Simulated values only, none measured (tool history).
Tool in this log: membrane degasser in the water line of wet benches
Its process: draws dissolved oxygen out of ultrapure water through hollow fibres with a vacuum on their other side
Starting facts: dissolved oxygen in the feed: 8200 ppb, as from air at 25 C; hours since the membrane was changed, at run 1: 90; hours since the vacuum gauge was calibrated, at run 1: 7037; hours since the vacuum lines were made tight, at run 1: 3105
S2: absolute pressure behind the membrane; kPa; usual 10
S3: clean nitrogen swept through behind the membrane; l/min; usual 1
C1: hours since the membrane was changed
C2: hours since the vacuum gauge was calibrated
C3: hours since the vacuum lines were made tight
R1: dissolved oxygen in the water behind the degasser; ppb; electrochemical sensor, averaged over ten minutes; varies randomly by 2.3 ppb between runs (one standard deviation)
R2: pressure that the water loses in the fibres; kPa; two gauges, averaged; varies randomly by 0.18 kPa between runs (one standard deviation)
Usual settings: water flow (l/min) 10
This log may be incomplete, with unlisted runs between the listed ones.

run 1 day=0 | water_flow_(l/min)=10 S2=10 S3=1 | C1=90 C2=7037 C3=3105 | R1=224.5 R2=32.06
run 2 day=4.183 | water_flow_(l/min)=10 S2=10 S3=1.73 | C1=191 C2=7137 C3=3205 | R1=161.7 R2=32.44
run 3 day=8.2 | water_flow_(l/min)=10 S2=10 S3=1 | C1=287 C2=7233 C3=3302 | R1=224.6 R2=32.42
run 4 day=11.812 | water_flow_(l/min)=10 S2=10 S3=0.59 | C1=374 C2=7320 C3=3388 | R1=321.8 R2=32.2
run 5 day=14.858 | water_flow_(l/min)=10 S2=10 S3=0.59 | C1=447 C2=7393 C3=3462 | R1=319.8 R2=31.72
run 6 day=18.712 | water_flow_(l/min)=7 S2=10 S3=1 | C1=539 C2=7486 C3=3554 | R1=127.7 R2=22.45
run 7 day=22.417 | water_flow_(l/min)=10 S2=14.2 S3=1 | C1=628 C2=7574 C3=3643 | R1=312.3 R2=31.97
run 8 day=24.742 | water_flow_(l/min)=10 S2=14.2 S3=1 | C1=684 C2=7630 C3=3699 | R1=316.6 R2=32.11
run 9 day=28.796 | water_flow_(l/min)=10 S2=10 S3=0.55 | C1=781 C2=7728 C3=3796 | R1=332.7 R2=32.44
run 10 day=31.5 | water_flow_(l/min)=10 S2=10 S3=0.55 | C1=846 C2=7793 C3=3861 | R1=337.8 R2=31.75
run 11 day=33.579 | water_flow_(l/min)=10 S2=10 S3=0.55 | C1=896 C2=7842 C3=3911 | R1=339.2 R2=31.78
run 12 day=36.983 | water_flow_(l/min)=7 S2=20 S3=0.89 | C1=978 C2=7924 C3=3993 | R1=320.5 R2=22.36
run 13 day=39.646 | water_flow_(l/min)=10 S2=6.7 S3=0.58 | C1=1042 C2=7988 C3=4056 | R1=201.4 R2=31.7
run 14 day=43.062 | water_flow_(l/min)=10 S2=6.7 S3=0.58 | C1=1124 C2=8070 C3=4138 | R1=201.6 R2=32
run 15 day=47.667 | water_flow_(l/min)=14 S2=6.7 S3=2.61 | C1=1234 C2=8180 C3=4249 | R1=240.8 R2=44.61
run 16 day=52.054 | water_flow_(l/min)=14 S2=6.7 S3=2.61 | C1=1340 C2=8286 C3=4354 | R1=238.3 R2=44.31
run 17 day=56.854 | water_flow_(l/min)=10 S2=15 S3=0.92 | C1=1455 C2=8401 C3=4469 | R1=349.3 R2=31.82
run 18 day=60.475 | water_flow_(l/min)=6 S2=10 S3=1.66 | C1=1542 C2=8488 C3=4556 | R1=67.6 R2=19.22
-- day=60.992 vacuum gauge calibrated
run 19 day=62.925 | water_flow_(l/min)=12 S2=10 S3=2.11 | C1=1600 C2=46 C3=4615 | R1=214.3 R2=38.34
run 20 day=66.279 | water_flow_(l/min)=15 S2=10 S3=1.35 | C1=1680 C2=127 C3=4695 | R1=395.1 R2=47.64
run 21 day=70.392 | water_flow_(l/min)=16 S2=7.3 S3=1.34 | C1=1779 C2=226 C3=4794 | R1=390.9 R2=50.59
run 22 day=72.567 | water_flow_(l/min)=16 S2=7.3 S3=1.34 | C1=1831 C2=278 C3=4846 | R1=384.1 R2=50.38

Predict each of these 3 candidate next runs independently; none follows another, all start after run 22:
run A day=77.121 | water_flow_(l/min)=9 S2=8.1 S3=0.55 | C1=1941 C2=387 C3=4955 | R1=? R2=?
run B day=77.121 | water_flow_(l/min)=7 S2=7.3 S3=1.1 | C1=1941 C2=387 C3=4955 | R1=? R2=?
run C day=77.121 | water_flow_(l/min)=9 S2=7.3 S3=0.61 | C1=1941 C2=387 C3=4955 | R1=? R2=?

run=A R1=223.4 R2=28.44
run=B R1=77.9 R2=22.16
run=C R1=185.6 R2=28.43
Had the tool no hidden state, the same runs would have come out as:
run=A R1=223.3 R2=28.92
run=B R1=77.9 R2=22.55
run=C R1=185.5 R2=28.92
